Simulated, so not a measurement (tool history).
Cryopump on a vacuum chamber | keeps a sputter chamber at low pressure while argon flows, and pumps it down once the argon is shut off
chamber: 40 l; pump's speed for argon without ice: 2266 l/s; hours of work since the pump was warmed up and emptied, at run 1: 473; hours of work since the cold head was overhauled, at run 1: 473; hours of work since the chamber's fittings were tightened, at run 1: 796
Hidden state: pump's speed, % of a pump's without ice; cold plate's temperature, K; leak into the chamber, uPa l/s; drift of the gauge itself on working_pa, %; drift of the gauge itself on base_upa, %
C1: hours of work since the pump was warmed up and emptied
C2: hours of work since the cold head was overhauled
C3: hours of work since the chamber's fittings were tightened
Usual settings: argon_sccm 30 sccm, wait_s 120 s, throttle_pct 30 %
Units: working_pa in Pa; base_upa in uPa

{"run": 1, "day": 0.0, "argon_sccm": 30, "wait_s": 120, "throttle_pct": 30, "C1": 473, "C2": 473, "C3": 796, "working_pa": 0.0806, "base_upa": 1.25}
{"run": 2, "day": 0.675, "argon_sccm": 30, "wait_s": 120, "throttle_pct": 33, "C1": 488, "C2": 488, "C3": 810, "working_pa": 0.0741, "base_upa": 1.24}
{"run": 3, "day": 1.267, "argon_sccm": 30, "wait_s": 120, "throttle_pct": 33, "C1": 500, "C2": 500, "C3": 823, "working_pa": 0.075, "base_upa": 1.3}
{"run": 4, "day": 1.629, "argon_sccm": 30, "wait_s": 29, "throttle_pct": 30, "C1": 508, "C2": 508, "C3": 831, "working_pa": 0.0815, "base_upa": 2.34}
{"run": 5, "day": 2.354, "argon_sccm": 30, "wait_s": 29, "throttle_pct": 30, "C1": 523, "C2": 523, "C3": 846, "working_pa": 0.0814, "base_upa": 2.41}
{"run": 6, "day": 3.042, "argon_sccm": 30, "wait_s": 29, "throttle_pct": 30, "C1": 538, "C2": 538, "C3": 860, "working_pa": 0.082, "base_upa": 2.38}
{"run": 7, "day": 3.612, "argon_sccm": 30, "wait_s": 29, "throttle_pct": 32, "C1": 550, "C2": 550, "C3": 872, "working_pa": 0.0782, "base_upa": 2.34}
{"run": 8, "day": 4.196, "argon_sccm": 30, "wait_s": 29, "throttle_pct": 38, "C1": 562, "C2": 562, "C3": 885, "working_pa": 0.0672, "base_upa": 2.5}
{"run": 9, "day": 4.558, "argon_sccm": 30, "wait_s": 143, "throttle_pct": 38, "C1": 570, "C2": 570, "C3": 892, "working_pa": 0.0675, "base_upa": 1.3}
{"run": 10, "day": 5.371, "argon_sccm": 30, "wait_s": 120, "throttle_pct": 30, "C1": 587, "C2": 587, "C3": 910, "working_pa": 0.0832, "base_upa": 1.39}
{"run": 11, "day": 5.908, "argon_sccm": 30, "wait_s": 120, "throttle_pct": 30, "C1": 598, "C2": 598, "C3": 921, "working_pa": 0.0822, "base_upa": 1.42}
{"run": 12, "day": 6.462, "argon_sccm": 30, "wait_s": 120, "throttle_pct": 30, "C1": 610, "C2": 610, "C3": 933, "working_pa": 0.0834, "base_upa": 1.5}
{"run": 13, "day": 7.229, "argon_sccm": 30, "wait_s": 120, "throttle_pct": 30, "C1": 626, "C2": 626, "C3": 949, "working_pa": 0.0838, "base_upa": 1.5}
{"run": 14, "day": 7.942, "argon_sccm": 55, "wait_s": 120, "throttle_pct": 30, "C1": 641, "C2": 641, "C3": 964, "working_pa": 0.1542, "base_upa": 1.5}
{"day": 8.754, "done": "pump warmed up, emptied and cooled again"}
{"run": 15, "day": 8.9, "argon_sccm": 55, "wait_s": 120, "throttle_pct": 30, "C1": 3, "C2": 657, "C3": 980, "working_pa": 0.1386, "base_upa": 1.19}
{"run": 16, "day": 9.475, "argon_sccm": 55, "wait_s": 120, "throttle_pct": 30, "C1": 15, "C2": 669, "C3": 992, "working_pa": 0.1366, "base_upa": 1.15}
{"run": 17, "day": 10.175, "argon_sccm": 55, "wait_s": 120, "throttle_pct": 30, "C1": 30, "C2": 684, "C3": 1007, "working_pa": 0.1386, "base_upa": 1.16}
{"run": 18, "day": 10.721, "argon_sccm": 55, "wait_s": 120, "throttle_pct": 30, "C1": 41, "C2": 695, "C3": 1018, "working_pa": 0.1374, "base_upa": 1.21}
{"run": 19, "day": 11.246, "argon_sccm": 55, "wait_s": 120, "throttle_pct": 30, "C1": 53, "C2": 706, "C3": 1029, "working_pa": 0.1378, "base_upa": 1.24}
{"run": 20, "day": 12.004, "argon_sccm": 55, "wait_s": 120, "throttle_pct": 30, "C1": 69, "C2": 722, "C3": 1045, "working_pa": 0.1374, "base_upa": 1.26}
{"run": 21, "day": 12.438, "argon_sccm": 55, "wait_s": 120, "throttle_pct": 30, "C1": 78, "C2": 732, "C3": 1054, "working_pa": 0.1385, "base_upa": 1.26}
{"run": 22, "day": 13.204, "argon_sccm": 26, "wait_s": 130, "throttle_pct": 30, "C1": 94, "C2": 748, "C3": 1071, "working_pa": 0.0661, "base_upa": 1.26}
{"run": 23, "day": 13.625, "argon_sccm": 30, "wait_s": 22, "throttle_pct": 23, "C1": 103, "C2": 757, "C3": 1079, "working_pa": 0.0997, "base_upa": 2.85}
{"run": 24, "day": 14.192, "argon_sccm": 16, "wait_s": 139, "throttle_pct": 30, "C1": 115, "C2": 769, "C3": 1091, "working_pa": 0.0409, "base_upa": 1.29}
{"run": 25, "day": 15.0, "argon_sccm": 16, "wait_s": 45, "throttle_pct": 24, "C1": 132, "C2": 786, "C3": 1108, "working_pa": 0.0508, "base_upa": 1.91}
{"run": 26, "day": 15.812, "argon_sccm": 22, "wait_s": 45, "throttle_pct": 19, "C1": 149, "C2": 803, "C3": 1126, "working_pa": 0.0881, "base_upa": 1.9}
{"run": 27, "day": 16.562, "argon_sccm": 17, "wait_s": 199, "throttle_pct": 53, "C1": 165, "C2": 819, "C3": 1141, "working_pa": 0.026, "base_upa": 1.22}
{"run": 28, "day": 17.271, "argon_sccm": 17, "wait_s": 199, "throttle_pct": 38, "C1": 180, "C2": 834, "C3": 1156, "working_pa": 0.0344, "base_upa": 1.27}
{"run": 29, "day": 18.058, "argon_sccm": 17, "wait_s": 90, "throttle_pct": 16, "C1": 196, "C2": 850, "C3": 1173, "working_pa": 0.0814, "base_upa": 1.57}
{"run": 30, "day": 18.404, "argon_sccm": 25, "wait_s": 90, "throttle_pct": 26, "C1": 204, "C2": 858, "C3": 1180, "working_pa": 0.0742, "base_upa": 1.51}
{"run": 31, "day": 19.021, "argon_sccm": 40, "wait_s": 87, "throttle_pct": 16, "C1": 217, "C2": 871, "C3": 1193, "working_pa": 0.1879, "base_upa": 1.53}
{"run": 32, "day": 19.579, "argon_sccm": 17, "wait_s": 120, "throttle_pct": 59, "C1": 228, "C2": 882, "C3": 1205, "working_pa": 0.0225, "base_upa": 1.49}
{"run": 33, "day": 19.958, "argon_sccm": 39, "wait_s": 36, "throttle_pct": 37, "C1": 236, "C2": 890, "C3": 1213, "working_pa": 0.0822, "base_upa": 2.21}
{"run": 34, "day": 20.608, "argon_sccm": 21, "wait_s": 280, "throttle_pct": 20, "C1": 250, "C2": 904, "C3": 1227, "working_pa": 0.0809, "base_upa": 1.34}

The same runs without the tool's hidden state, with the same run-to-run variation:
run=1 working_pa=0.0742 base_upa=0.5
run=2 working_pa=0.0675 base_upa=0.47
run=3 working_pa=0.0682 base_upa=0.49
run=4 working_pa=0.0746 base_upa=1.53
run=5 working_pa=0.0741 base_upa=1.57
run=6 working_pa=0.0745 base_upa=1.54
run=7 working_pa=0.0705 base_upa=1.49
run=8 working_pa=0.0593 base_upa=1.59
run=9 working_pa=0.0594 base_upa=0.4
run=10 working_pa=0.0748 base_upa=0.46
run=11 working_pa=0.0736 base_upa=0.47
run=12 working_pa=0.0746 base_upa=0.5
run=13 working_pa=0.0747 base_upa=0.48
run=14 working_pa=0.1368 base_upa=0.49
run=15 working_pa=0.138 base_upa=0.48
run=16 working_pa=0.1358 base_upa=0.45
run=17 working_pa=0.1375 base_upa=0.44
run=18 working_pa=0.1361 base_upa=0.46
run=19 working_pa=0.1363 base_upa=0.48
run=20 working_pa=0.1356 base_upa=0.48
run=21 working_pa=0.1365 base_upa=0.46
run=22 working_pa=0.065 base_upa=0.45
run=23 working_pa=0.0983 base_upa=2.03
run=24 working_pa=0.0401 base_upa=0.46
run=25 working_pa=0.0498 base_upa=1.04
run=26 working_pa=0.0867 base_upa=1.02
run=27 working_pa=0.0248 base_upa=0.34
run=28 working_pa=0.0331 base_upa=0.34
run=29 working_pa=0.08 base_upa=0.61
run=30 working_pa=0.0721 base_upa=0.57
run=31 working_pa=0.1843 base_upa=0.56
run=32 working_pa=0.0208 base_upa=0.48
run=33 working_pa=0.0783 base_upa=1.24
run=34 working_pa=0.0787 base_upa=0.3

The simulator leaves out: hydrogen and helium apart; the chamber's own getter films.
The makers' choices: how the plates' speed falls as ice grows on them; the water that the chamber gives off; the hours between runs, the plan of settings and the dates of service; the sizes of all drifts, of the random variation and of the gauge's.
